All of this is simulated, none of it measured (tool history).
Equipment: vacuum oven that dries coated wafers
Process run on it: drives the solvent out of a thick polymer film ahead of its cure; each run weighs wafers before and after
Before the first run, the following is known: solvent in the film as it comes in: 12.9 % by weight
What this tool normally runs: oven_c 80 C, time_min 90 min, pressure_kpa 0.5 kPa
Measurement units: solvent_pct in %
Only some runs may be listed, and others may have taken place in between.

{"run": 1, "hour": 0.0, "oven_c": 80, "time_min": 90, "pressure_kpa": 0.5, "solvent_pct": 0.75}
{"hour": 47.4, "done": "oven's thermocouples calibrated"}
{"run": 2, "hour": 47.9, "oven_c": 80, "time_min": 90, "pressure_kpa": 0.5, "solvent_pct": 0.73}
{"run": 3, "hour": 143.1, "oven_c": 80, "time_min": 90, "pressure_kpa": 0.5, "solvent_pct": 0.73}
{"run": 4, "hour": 221.0, "oven_c": 80, "time_min": 90, "pressure_kpa": 0.5, "solvent_pct": 0.75}
{"run": 5, "hour": 261.6, "oven_c": 80, "time_min": 90, "pressure_kpa": 0.5, "solvent_pct": 0.72}
{"run": 6, "hour": 327.8, "oven_c": 80, "time_min": 52, "pressure_kpa": 0.5, "solvent_pct": 1.82}
{"run": 7, "hour": 411.5, "oven_c": 80, "time_min": 52, "pressure_kpa": 0.5, "solvent_pct": 1.87}
{"run": 8, "hour": 509.0, "oven_c": 80, "time_min": 52, "pressure_kpa": 0.5, "solvent_pct": 1.9}
{"run": 9, "hour": 595.6, "oven_c": 80, "time_min": 52, "pressure_kpa": 0.5, "solvent_pct": 1.87}
{"run": 10, "hour": 668.0, "oven_c": 80, "time_min": 72, "pressure_kpa": 0.5, "solvent_pct": 1.15}
{"run": 11, "hour": 746.7, "oven_c": 80, "time_min": 72, "pressure_kpa": 0.5, "solvent_pct": 1.13}
{"run": 12, "hour": 787.9, "oven_c": 80, "time_min": 72, "pressure_kpa": 0.5, "solvent_pct": 1.16}
{"hour": 797.5, "done": "vacuum gauge cleaned of residue and calibrated"}
{"run": 13, "hour": 861.3, "oven_c": 80, "time_min": 72, "pressure_kpa": 0.5, "solvent_pct": 1.27}
{"run": 14, "hour": 929.7, "oven_c": 80, "time_min": 90, "pressure_kpa": 0.578, "solvent_pct": 0.96}
{"run": 15, "hour": 975.1, "oven_c": 80, "time_min": 90, "pressure_kpa": 0.578, "solvent_pct": 0.96}
{"hour": 985.7, "done": "vacuum gauge cleaned of residue and calibrated, once more"}
{"run": 16, "hour": 1059.0, "oven_c": 80, "time_min": 90, "pressure_kpa": 0.578, "solvent_pct": 0.61}
{"run": 17, "hour": 1106.0, "oven_c": 80, "time_min": 90, "pressure_kpa": 0.578, "solvent_pct": 0.6}
{"run": 18, "hour": 1202.7, "oven_c": 80, "time_min": 90, "pressure_kpa": 0.578, "solvent_pct": 0.63}
{"run": 19, "hour": 1256.5, "oven_c": 80, "time_min": 90, "pressure_kpa": 0.578, "solvent_pct": 0.64}
{"run": 20, "hour": 1345.0, "oven_c": 80, "time_min": 48, "pressure_kpa": 0.5, "solvent_pct": 2.07}
{"run": 21, "hour": 1385.3, "oven_c": 80, "time_min": 124, "pressure_kpa": 0.324, "solvent_pct": 0.27}
{"run": 22, "hour": 1430.9, "oven_c": 80, "time_min": 124, "pressure_kpa": 0.324, "solvent_pct": 0.3}
{"run": 23, "hour": 1514.2, "oven_c": 80, "time_min": 124, "pressure_kpa": 0.324, "solvent_pct": 0.31}
{"hour": 1580.4, "done": "oven's thermocouples calibrated"}
{"run": 24, "hour": 1594.0, "oven_c": 80, "time_min": 124, "pressure_kpa": 0.324, "solvent_pct": 0.23}
{"run": 25, "hour": 1666.8, "oven_c": 82, "time_min": 86, "pressure_kpa": 0.487, "solvent_pct": 0.56}
{"run": 26, "hour": 1745.9, "oven_c": 82, "time_min": 86, "pressure_kpa": 0.487, "solvent_pct": 0.51}
{"run": 27, "hour": 1829.3, "oven_c": 92, "time_min": 86, "pressure_kpa": 0.487, "solvent_pct": 0.21}
{"run": 28, "hour": 1915.3, "oven_c": 80, "time_min": 121, "pressure_kpa": 0.5, "solvent_pct": 0.35}
{"run": 29, "hour": 1956.5, "oven_c": 69, "time_min": 121, "pressure_kpa": 0.301, "solvent_pct": 1.07}
{"run": 30, "hour": 2029.6, "oven_c": 69, "time_min": 112, "pressure_kpa": 0.646, "solvent_pct": 1.46}
{"run": 31, "hour": 2118.3, "oven_c": 74, "time_min": 90, "pressure_kpa": 0.54, "solvent_pct": 1.25}
{"run": 32, "hour": 2180.1, "oven_c": 90, "time_min": 90, "pressure_kpa": 0.54, "solvent_pct": 0.25}
{"run": 33, "hour": 2251.6, "oven_c": 67, "time_min": 69, "pressure_kpa": 0.835, "solvent_pct": 3.45}
{"run": 34, "hour": 2349.8, "oven_c": 81, "time_min": 153, "pressure_kpa": 0.5, "solvent_pct": 0.36}
{"run": 35, "hour": 2432.5, "oven_c": 81, "time_min": 153, "pressure_kpa": 0.5, "solvent_pct": 0.33}
{"run": 36, "hour": 2493.2, "oven_c": 81, "time_min": 153, "pressure_kpa": 0.5, "solvent_pct": 0.34}
{"run": 37, "hour": 2589.6, "oven_c": 81, "time_min": 153, "pressure_kpa": 0.5, "solvent_pct": 0.37}
{"run": 38, "hour": 2670.2, "oven_c": 81, "time_min": 153, "pressure_kpa": 0.5, "solvent_pct": 0.37}

Some steps in solvent_pct between neighbouring runs. How much of each would the tool show without its hidden state too (settings, what came in, random variation), and how much is left for the hidden state, with any gauge scatter that isn't in both results?
Hidden state at play: true wafer temperature over the reading, C; true pressure over the reading, kPa; drift of the gauge itself on solvent_pct, %.
Run 15 -> 16: vacuum gauge cleaned of residue and calibrated, once more. solvent_pct -0.35 %: hidden state -0.34, all else -0.01.
Run 20 -> 21: time_min 48 -> 124, pressure_kpa 0.5 -> 0.324. solvent_pct -1.8 %: hidden state -0.12, all else -1.68.
Run 32 -> 33: oven_c 90 -> 67, time_min 90 -> 69, pressure_kpa 0.54 -> 0.835. solvent_pct +3.2 %: hidden state +0.23, all else +2.97.
Run 33 -> 34: oven_c 67 -> 81, time_min 69 -> 153, pressure_kpa 0.835 -> 0.5. solvent_pct -3.09 %: hidden state -0.17, all else -2.92.

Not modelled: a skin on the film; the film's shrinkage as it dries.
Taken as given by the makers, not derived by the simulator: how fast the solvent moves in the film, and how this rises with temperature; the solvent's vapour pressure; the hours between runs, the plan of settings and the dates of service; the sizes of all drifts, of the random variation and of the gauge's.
